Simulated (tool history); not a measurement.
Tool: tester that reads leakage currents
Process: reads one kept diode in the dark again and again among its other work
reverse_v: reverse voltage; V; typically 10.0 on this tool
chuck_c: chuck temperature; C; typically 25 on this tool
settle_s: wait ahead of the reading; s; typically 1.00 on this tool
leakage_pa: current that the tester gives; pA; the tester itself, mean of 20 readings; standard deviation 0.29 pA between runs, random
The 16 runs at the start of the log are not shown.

| run | hour | reverse_v | chuck_c | settle_s | leakage_pa |
|---|---|---|---|---|---|
| 17 | 458.0 | 10.0 | 47 | 1.00 | 440.97 |
| 18 | 502.6 | 11.0 | 47 | 1.00 | 458.89 |
| 19 | 537.2 | 11.0 | 47 | 1.00 | 459.18 |
|  | 559.1 | chuck's temperature calibrated, once more |
| 20 | 576.4 | 10.1 | 53 | 1.97 | 623.45 |
| 21 | 621.0 | 10.1 | 36 | 6.26 | 212.49 |
| 22 | 655.8 | 10.1 | 36 | 6.26 | 212.01 |
| 23 | 679.7 | 2.6 | 25 | 6.27 | 59.52 |
| 24 | 708.9 | 12.7 | 30 | 6.71 | 157.13 |
| 25 | 741.1 | 6.9 | 30 | 2.58 | 123.79 |

What does the tool deliver on the next run?
| 26 | 765.6 | 1.8 | 27 | 0.61 | ? |

leakage_pa: 60.61 pA
On a tool with no hidden condition, and with the same random variation, this run would have come out at leakage_pa 59.01 pA.
